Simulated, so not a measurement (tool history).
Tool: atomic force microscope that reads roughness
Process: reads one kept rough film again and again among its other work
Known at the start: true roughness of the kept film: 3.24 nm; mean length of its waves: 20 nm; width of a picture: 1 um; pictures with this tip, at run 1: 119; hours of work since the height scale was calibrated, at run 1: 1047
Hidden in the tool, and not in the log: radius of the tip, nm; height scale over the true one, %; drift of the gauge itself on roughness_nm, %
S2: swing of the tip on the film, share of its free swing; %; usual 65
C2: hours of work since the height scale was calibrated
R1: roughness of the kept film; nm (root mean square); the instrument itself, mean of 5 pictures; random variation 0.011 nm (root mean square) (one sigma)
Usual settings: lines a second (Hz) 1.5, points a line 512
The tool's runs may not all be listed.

{"run": 1, "hour": 0.0, "lines a second (Hz)": 1.5, "S2": 65, "points a line": 512, "pictures with this tip": 119, "C2": 1047, "R1": 2.359}
{"hour": 29.9, "done": "new tip fitted"}
{"run": 2, "hour": 33.8, "lines a second (Hz)": 1.5, "S2": 65, "points a line": 512, "pictures with this tip": 8, "C2": 1072, "R1": 2.619}
{"run": 3, "hour": 59.9, "lines a second (Hz)": 1.5, "S2": 65, "points a line": 512, "pictures with this tip": 58, "C2": 1091, "R1": 2.501}
{"run": 4, "hour": 89.6, "lines a second (Hz)": 1.5, "S2": 65, "points a line": 512, "pictures with this tip": 115, "C2": 1113, "R1": 2.354}
{"hour": 121.0, "done": "new tip fitted"}
{"run": 5, "hour": 123.1, "lines a second (Hz)": 1.5, "S2": 65, "points a line": 512, "pictures with this tip": 4, "C2": 1137, "R1": 2.664}
{"run": 6, "hour": 139.7, "lines a second (Hz)": 1.5, "S2": 65, "points a line": 512, "pictures with this tip": 35, "C2": 1150, "R1": 2.551}
{"run": 7, "hour": 165.9, "lines a second (Hz)": 1.5, "S2": 65, "points a line": 512, "pictures with this tip": 86, "C2": 1169, "R1": 2.441}
{"run": 8, "hour": 193.2, "lines a second (Hz)": 1.5, "S2": 69, "points a line": 444, "pictures with this tip": 138, "C2": 1189, "R1": 2.293}
{"run": 9, "hour": 210.1, "lines a second (Hz)": 2.17, "S2": 69, "points a line": 771, "pictures with this tip": 171, "C2": 1202, "R1": 2.186}
{"hour": 213.0, "done": "new tip fitted"}
{"run": 10, "hour": 235.5, "lines a second (Hz)": 1.51, "S2": 65, "points a line": 512, "pictures with this tip": 43, "C2": 1220, "R1": 2.57}
{"run": 11, "hour": 253.9, "lines a second (Hz)": 1.51, "S2": 65, "points a line": 512, "pictures with this tip": 78, "C2": 1234, "R1": 2.451}
{"run": 12, "hour": 277.7, "lines a second (Hz)": 2.19, "S2": 82, "points a line": 512, "pictures with this tip": 124, "C2": 1252, "R1": 2.11}
{"run": 13, "hour": 297.7, "lines a second (Hz)": 2.19, "S2": 82, "points a line": 512, "pictures with this tip": 163, "C2": 1266, "R1": 2.041}

Forecast each of these 3 alternatives for the next run:
{"hour": 304.6, "done": "new tip fitted"}
{"run": "A", "hour": 327.7, "lines a second (Hz)": 1.5, "S2": 65, "points a line": 642, "pictures with this tip": 44, "C2": 1288, "R1": "?"}
{"hour": 304.6, "done": "new tip fitted"}
{"run": "B", "hour": 327.7, "lines a second (Hz)": 1.5, "S2": 65, "points a line": 762, "pictures with this tip": 44, "C2": 1288, "R1": "?"}
{"hour": 304.6, "done": "new tip fitted"}
{"run": "C", "hour": 327.7, "lines a second (Hz)": 0.89, "S2": 82, "points a line": 921, "pictures with this tip": 44, "C2": 1288, "R1": "?"}

run=A R1=2.573
run=B R1=2.605
run=C R1=2.541
Without the tool's hidden state the same runs would have given:
run=A R1=2.667
run=B R1=2.7
run=C R1=2.634

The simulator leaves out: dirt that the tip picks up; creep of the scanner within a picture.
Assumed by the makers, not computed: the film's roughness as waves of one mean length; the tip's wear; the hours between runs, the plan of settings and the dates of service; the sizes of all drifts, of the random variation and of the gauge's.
